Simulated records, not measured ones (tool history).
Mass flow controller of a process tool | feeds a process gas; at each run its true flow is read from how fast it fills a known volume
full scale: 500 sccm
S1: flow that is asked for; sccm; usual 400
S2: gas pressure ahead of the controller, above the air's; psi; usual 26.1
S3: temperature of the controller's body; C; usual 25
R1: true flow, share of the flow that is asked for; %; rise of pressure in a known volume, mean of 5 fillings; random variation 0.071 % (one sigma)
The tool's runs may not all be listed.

run,hour,S1,S2,S3,R1
1,0,400,26.1,25,99.06
2,74.4,400,26.1,25,99.15
3,129.4,400,26.1,25,98.9
4,166.5,400,26.1,25,99.12
5,246.7,400,26.1,25,99.06
6,301.7,64,26.1,25,98.46
7,357.9,400,32.8,25,98.73
8,416.4,418,26.1,25,99.03
9,451.8,384,26.1,25,98.85
10,516.2,400,30.7,25,98.91
11,561.2,400,30.7,25,98.84
12,610.7,400,26.1,25,98.9
13,665.5,400,28.9,25,98.87
14,739.9,400,26.1,25,98.95
15,808,389,26.1,25,98.9
16,888.8,389,26.1,25,98.74
17,958.1,389,26.1,25,98.74
18,1011,389,26.1,25,98.73
19,1087.1,400,26.1,33,99.13
20,1131.7,160,26.1,33,98.6
21,1192,160,26.1,33,98.7
22,1233.3,160,26.1,33,98.67
23,1312.7,400,31,25,98.5
24,1357.7,179,31,25,98.16
25,1392.6,179,31,25,98.03
26,1430.8,176,22,38,98.98
27,1474.6,400,21.3,25,98.74
28,1555.3,400,40,22,98.08
29,1613,332,40,32,98.42
30,1691.1,66,26.1,27,98.67
31,1740.2,318,26.1,27,98.57
32,1784.3,400,26.1,22,98.48
33,1828.9,406,26.1,22,98.36
34,1897.6,406,26.1,22,98.26
35,1978,64,26.1,22,98.37
36,2013.7,62,24.2,25,98.52
37,2074.5,56,33.8,34,98.98
38,2120.2,78,28.1,34,98.68
39,2195.7,134,27.8,30,98.32
40,2243.8,64,36.4,38,99.01
41,2309.2,64,36.4,38,98.9
42,2383.2,133,36.4,38,98.44
43,2446.7,69,38.4,32,98.55
44,2513.8,69,38.4,32,98.53
45,2567.3,50,38.4,31,98.88
46,2607.7,478,26.1,40,99.5
47,2650.9,478,26.1,40,99.36
48,2713.8,83,26.7,37,98.94

4 ways to go on from here, each from the tool as it stands after run 48. What would each give?
A,2765.6,57,26.7,37,?
B,2765.6,400,34.8,25,?
C,2765.6,56,26.7,32,?
D,2765.6,293,26.7,37,?

run,R1
A,99.24
B,98.03
C,98.91
D,98.61
Without the tool's hidden state the same runs would have given:
run,R1
A,99.25
B,99.48
C,98.88
D,99.98
